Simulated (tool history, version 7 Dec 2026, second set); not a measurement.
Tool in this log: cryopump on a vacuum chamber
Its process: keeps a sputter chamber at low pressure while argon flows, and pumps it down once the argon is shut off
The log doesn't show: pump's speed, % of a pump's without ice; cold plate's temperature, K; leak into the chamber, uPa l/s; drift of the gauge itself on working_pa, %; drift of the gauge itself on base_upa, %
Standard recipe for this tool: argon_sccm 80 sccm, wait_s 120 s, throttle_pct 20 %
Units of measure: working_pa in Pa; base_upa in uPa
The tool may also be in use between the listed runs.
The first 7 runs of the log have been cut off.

run    hour  argon_sccm  wait_s  throttle_pct  hours of work since the pump was warmed up and emptied  hours of work since the cold head was overhauled  hours of work since the chamber's fittings were tightened  working_pa  base_upa
  8   254.4          58     120            20                                                     139                                               841                                                       1452      0.2101      0.74
  9     296          58     120            20                                                     176                                               878                                                       1490      0.2087      0.74
 10     330          58     120            20                                                     207                                               908                                                       1520      0.2105      0.74
 11   373.6          80     120            36                                                     246                                               947                                                       1559      0.1668      0.77
 12   407.8         107     120            20                                                     277                                               978                                                       1590      0.3896      0.84
 13     455         107     120            20                                                     319                                              1020                                                       1632      0.3944      0.83
 14   490.8         107     120            20                                                     351                                              1052                                                       1664      0.3957      0.82
 15   524.8          34     120            20                                                     381                                              1083                                                       1695      0.1266      0.85
 16   546.6          34     120            20                                                     401                                              1102                                                       1714      0.1283      0.88
 17   578.8          34     120            20                                                     430                                              1131                                                       1743      0.1281      0.88
 18   615.7          54      55            32                                                     463                                              1164                                                       1776      0.1303       1.2
 19   662.4          54      55            32                                                     505                                              1206                                                       1818      0.1319      1.23
 20   700.1          54      36            32                                                     538                                              1240                                                       1852      0.1324      1.53
 21   723.3         114      21            32                                                     559                                              1261                                                       1872      0.2822      2.08
 22   758.8         114      21            32                                                     591                                              1292                                                       1904      0.2861      2.08
 23   780.7         132     123            21                                                     611                                              1312                                                       1924       0.487      0.97
 24   811.2          89     120            20                                                     638                                              1339                                                       1951      0.3431      1.02
 25   857.1          80     120            53                                                     679                                              1380                                                       1992      0.1337      1.04
      885.6  -- pump warmed up, emptied and cooled again
 26   911.8          65      70            43                                                      23                                              1425                                                       2037      0.1091      1.03
 27   954.3         149      43            43                                                      62                                              1463                                                       2075      0.2528      1.27
 28   995.4          75     268            20                                                      98                                              1500                                                       2112      0.2713      0.68
 29  1027.7          75     268            20                                                     127                                              1529                                                       2141      0.2701      0.74

Run 30 has not been measured yet. What should we expect?
 30  1073.3          75     268            20                                                     168                                              1570                                                       2181           ?         ?

Logged for run 30: working_pa 0.2729 Pa, base_upa 0.7 uPa.
Had the tool carried no hidden state, the very same run would have given working_pa 0.2672 Pa, base_upa 0.18 uPa.

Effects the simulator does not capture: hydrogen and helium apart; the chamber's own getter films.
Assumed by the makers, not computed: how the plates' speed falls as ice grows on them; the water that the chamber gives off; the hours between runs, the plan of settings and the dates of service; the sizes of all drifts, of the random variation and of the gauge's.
